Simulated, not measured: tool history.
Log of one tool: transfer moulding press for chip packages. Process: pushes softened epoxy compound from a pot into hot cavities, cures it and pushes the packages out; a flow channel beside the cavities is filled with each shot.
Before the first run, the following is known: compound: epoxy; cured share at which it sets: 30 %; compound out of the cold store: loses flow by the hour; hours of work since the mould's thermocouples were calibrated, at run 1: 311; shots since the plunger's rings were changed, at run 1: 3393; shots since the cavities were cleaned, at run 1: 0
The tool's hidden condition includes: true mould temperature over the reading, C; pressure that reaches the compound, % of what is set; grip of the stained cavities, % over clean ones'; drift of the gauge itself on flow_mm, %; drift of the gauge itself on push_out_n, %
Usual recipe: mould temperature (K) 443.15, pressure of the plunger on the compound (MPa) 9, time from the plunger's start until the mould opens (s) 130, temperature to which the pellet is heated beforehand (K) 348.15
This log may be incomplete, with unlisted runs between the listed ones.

run	hour	mould temperature (K)	pressure of the plunger on the compound (MPa)	time from the plunger's start until the mould opens (s)	temperature to which the pellet is heated beforehand (K)	hours of work since the mould's thermocouples were calibrated	shots since the plunger's rings were changed	shots since the cavities were cleaned	incoming compound's hours out of the cold store	length that the compound runs in the flow channel (mm)	greatest force on the pins that push the packages out (N)
1	0	443.15	9	130	348.15	311	3393	0	40.6	908	576
2	11	443.15	9	130	348.15	317	3487	94	29	933	619
3	18.7	443.15	9	130	348.15	321	3552	159	11.8	999	735
4	26.4	443.15	9	130	348.15	325	3618	225	40.7	904	726
5	36.8	443.15	9	130	348.15	331	3706	313	35.8	918	817
6	43.8	443.15	9	130	348.15	335	3765	372	41.1	892	837
7	52.9	443.15	9	130	348.15	340	3843	450	21.4	955	890
# hour 57.5: plunger's sealing rings changed
# hour 67.5: cavities cleaned with cleaning compound and waxed
8	70.4	443.15	9	130	348.15	347	98	25	30.2	962	961
9	78	443.15	9	130	348.15	351	162	89	11.4	1032	1014
10	86.9	443.15	9	130	348.15	356	238	165	17.3	1007	1034
11	102.6	443.15	7	130	348.15	364	371	298	21.4	878	1025
12	116.8	443.15	9	121	348.15	372	492	419	26.5	978	1201
13	129.1	443.15	9	121	348.15	379	597	524	21.6	990	1198
# hour 132: cavities cleaned with cleaning compound and waxed
14	142.2	443.15	9	153	348.15	385	695	86	34.8	936	549
# hour 146.3: cavities cleaned with cleaning compound and waxed, once more
15	155	443.15	9	153	348.15	391	791	74	38.2	937	535
16	166.8	443.15	9	153	343.15	397	892	175	15.6	1012	635
# hour 181.9: mould's thermocouples calibrated
17	183.6	441.15	10.25	130	349.15	1	1017	300	37.4	1014	809
18	196	441.15	10.25	130	349.15	8	1123	406	11.2	1103	917
19	205	451.15	7.17	166	339.15	12	1200	483	33.7	814	648
# hour 213.4: cavities cleaned with cleaning compound and waxed
20	219.8	451.15	7.17	166	339.15	20	1312	54	23.5	836	483
21	226.5	451.15	8.01	166	339.15	23	1369	111	46.1	819	495
22	238.5	436.15	9.09	113	356.15	30	1472	214	9.1	1062	1565

For run 23, what comes out?
23	250.5	436.15	9.09	113	356.15	36	1574	316	21.7	?	?

{"run 23": {"length that the compound runs in the flow channel (mm)": 1025, "greatest force on the pins that push the packages out (N)": 1658}}
Without the tool's hidden state the same run would have given length that the compound runs in the flow channel (mm) 1041, greatest force on the pins that push the packages out (N) 1190.
